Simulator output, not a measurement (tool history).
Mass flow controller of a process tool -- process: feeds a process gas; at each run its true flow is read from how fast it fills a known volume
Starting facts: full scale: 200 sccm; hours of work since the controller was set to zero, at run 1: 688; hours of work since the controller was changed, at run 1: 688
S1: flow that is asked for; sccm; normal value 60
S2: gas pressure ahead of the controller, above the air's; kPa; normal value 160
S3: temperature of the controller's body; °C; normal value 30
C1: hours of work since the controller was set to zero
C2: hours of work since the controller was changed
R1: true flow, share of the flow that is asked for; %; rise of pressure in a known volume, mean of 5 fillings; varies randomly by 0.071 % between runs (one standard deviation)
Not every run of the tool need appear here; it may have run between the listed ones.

run	hour	S1	S2	S3	C1	C2	R1
1	0.0	60	160	30	688	688	99.74
2	174.2	60	160	30	748	748	99.50
3	342.2	60	160	30	805	805	99.41
4	507.0	60	142	30	862	862	99.12
5	676.3	60	160	35	919	919	99.30
6	944.7	60	160	30	1011	1011	98.62
7	1091.7	60	160	30	1061	1061	98.63
8	1347.2	60	160	30	1148	1148	98.47
9	1529.2	60	160	30	1211	1211	98.30
10	1771.5	60	160	30	1293	1293	98.16
11	2019.4	60	160	30	1378	1378	97.87
12	2152.4	60	160	30	1423	1423	97.79
13	2345.4	60	160	30	1489	1489	97.58
14	2606.7	60	160	29	1579	1579	97.27
# hour 2821.4: gauge calibrated
15	2856.4	60	160	29	1664	1664	99.43
16	3105.4	60	160	29	1749	1749	99.32
17	3316.5	60	160	29	1821	1821	99.09
18	3469.9	60	160	30	1873	1873	99.12
19	3739.2	60	160	30	1965	1965	98.96
20	3923.6	60	160	30	2028	2028	98.67
21	4071.0	71	160	30	2079	2079	98.71
22	4316.6	60	160	24	2163	2163	97.94
23	4487.4	60	160	30	2221	2221	98.17
24	4678.7	60	160	30	2286	2286	98.13
25	4884.2	60	266	27	2356	2356	98.17
26	5160.1	60	173	30	2451	2451	97.72
27	5382.3	60	160	35	2527	2527	97.78
28	5557.7	60	149	39	2586	2586	97.74
29	5678.8	24	143	30	2628	2628	97.12
30	5942.9	84	276	20	2718	2718	97.13
31	6170.3	84	147	26	2796	2796	96.65
32	6307.2	97	146	31	2842	2842	96.80
33	6541.9	97	146	31	2923	2923	96.41
34	6687.9	29	170	39	2972	2972	96.66
35	6899.1	22	256	26	3045	3045	96.15
36	7174.6	61	170	28	3139	3139	95.83
37	7291.0	61	170	28	3178	3178	95.83
38	7421.4	169	160	21	3223	3223	95.52
39	7600.2	27	160	24	3284	3284	95.15
40	7804.3	27	160	24	3354	3354	94.93
41	8037.4	29	180	24	3433	3433	94.90
42	8280.8	28	160	30	3516	3516	94.89
43	8494.3	44	197	30	3589	3589	94.90
44	8650.0	44	197	30	3643	3643	94.75
45	8923.5	44	200	21	3736	3736	94.04
46	9173.3	112	277	30	3821	3821	94.79
47	9422.0	21	218	30	3906	3906	94.09
48	9536.6	21	218	30	3945	3945	94.10

The logged runs with the hidden state left out (each run's random variation unchanged):
Hidden state present: flow at rest that the sensor doesn't see, % of full scale; true flow over the shown one, %; drift of the gauge itself on true_pct, %.
run	R1
1	99.74
2	99.64
3	99.70
4	99.56
5	99.89
6	99.43
7	99.57
8	99.63
9	99.62
10	99.69
11	99.61
12	99.64
13	99.60
14	99.51
15	99.46
16	99.56
17	99.51
18	99.67
19	99.75
20	99.62
21	99.78
22	99.22
23	99.60
24	99.73
25	99.95
26	99.73
27	99.99
28	100.10
29	99.56
30	99.83
31	99.53
32	99.81
33	99.62
34	100.00
35	99.66
36	99.58
37	99.67
38	99.48
39	99.24
40	99.20
41	99.38
42	99.59
43	99.80
44	99.78
45	99.28
46	100.30
47	99.77
48	99.88

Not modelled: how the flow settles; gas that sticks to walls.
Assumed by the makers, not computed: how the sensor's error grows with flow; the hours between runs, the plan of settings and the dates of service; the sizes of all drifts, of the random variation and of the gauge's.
